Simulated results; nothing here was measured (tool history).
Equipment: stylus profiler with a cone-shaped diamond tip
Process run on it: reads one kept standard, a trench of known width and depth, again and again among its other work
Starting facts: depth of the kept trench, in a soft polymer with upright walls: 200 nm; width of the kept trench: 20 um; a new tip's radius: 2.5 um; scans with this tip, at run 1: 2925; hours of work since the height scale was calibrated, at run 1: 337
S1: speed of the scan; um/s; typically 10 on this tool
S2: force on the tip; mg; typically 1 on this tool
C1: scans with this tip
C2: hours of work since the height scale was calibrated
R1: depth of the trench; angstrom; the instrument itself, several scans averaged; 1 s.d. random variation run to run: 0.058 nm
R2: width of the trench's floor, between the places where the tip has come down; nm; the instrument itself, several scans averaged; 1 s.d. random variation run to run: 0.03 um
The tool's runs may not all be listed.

| run | hour | S1 | S2 | C1 | C2 | R1 | R2 |
|---|---|---|---|---|---|---|---|
| 1 | 0 | 10 | 1 | 2925 | 337 | 2009.5 | 17830 |
| 2 | 22.1 | 10 | 1 | 3034 | 349 | 2009.4 | 17770 |
| 3 | 33.1 | 7 | 1 | 3089 | 356 | 2008.9 | 17870 |
| 4 | 58.8 | 31 | 1 | 3216 | 370 | 2009.5 | 17560 |
| 5 | 72 | 10 | 1 | 3281 | 378 | 2009.5 | 17770 |
| 6 | 86.3 | 10 | 1 | 3352 | 386 | 2010.2 | 17810 |
| 7 | 99.1 | 10 | 0.59 | 3415 | 393 | 2007 | 17830 |
| 8 | 118.7 | 14 | 1 | 3512 | 404 | 2010 | 17730 |
| 9 | 138.8 | 10 | 1 | 3611 | 416 | 2008.4 | 17750 |
| 10 | 160.4 | 10 | 1.11 | 3718 | 428 | 2009.1 | 17720 |
| 11 | 181.3 | 10 | 1.2 | 3821 | 440 | 2009.5 | 17740 |
| 12 | 193.7 | 10 | 1 | 3882 | 447 | 2008.6 | 17720 |
| 13 | 211.2 | 10 | 1 | 3969 | 457 | 2009.3 | 17780 |
| 14 | 232.6 | 10 | 0.4 | 4074 | 469 | 2006.1 | 17720 |
| 15 | 252.5 | 10 | 0.4 | 4173 | 480 | 2006.5 | 17700 |
| 16 | 267.2 | 4 | 0.53 | 4245 | 489 | 2006.7 | 17780 |
| 17 | 286 | 4 | 0.53 | 4338 | 499 | 2006.1 | 17720 |
| 18 | 297 | 10 | 2.4 | 4393 | 506 | 2015.5 | 17720 |
| 19 | 313 | 5 | 1.51 | 4472 | 515 | 2012.1 | 17750 |
| 20 | 328.9 | 5 | 1.51 | 4550 | 524 | 2011.6 | 17780 |
| 21 | 340.7 | 4 | 0.35 | 4609 | 531 | 2005.9 | 17670 |
| 22 | 366.2 | 8 | 0.96 | 4734 | 545 | 2010 | 17740 |
| 23 | 391.1 | 19 | 0.41 | 4857 | 559 | 2006.4 | 17520 |
| 24 | 402.5 | 5 | 1.9 | 4914 | 566 | 2014.6 | 17700 |
| 25 | 415.2 | 35 | 0.72 | 4977 | 573 | 2007.8 | 17500 |
| 26 | 426.1 | 35 | 2.6 | 5030 | 579 | 2016.6 | 17570 |
| 27 | 443.3 | 35 | 2.6 | 5115 | 589 | 2014.8 | 17580 |

Estimate the outcome of run 28 from the log above:
| 28 | 461.8 | 10 | 0.34 | 5207 | 599 | ? | ? |

For run 28 the tool returned R1 2006.8 angstrom, R2 17600 nm.
With the hidden condition absent and the run-to-run variation left alone, this run would have shown R1 2004 angstrom, R2 17930 nm.

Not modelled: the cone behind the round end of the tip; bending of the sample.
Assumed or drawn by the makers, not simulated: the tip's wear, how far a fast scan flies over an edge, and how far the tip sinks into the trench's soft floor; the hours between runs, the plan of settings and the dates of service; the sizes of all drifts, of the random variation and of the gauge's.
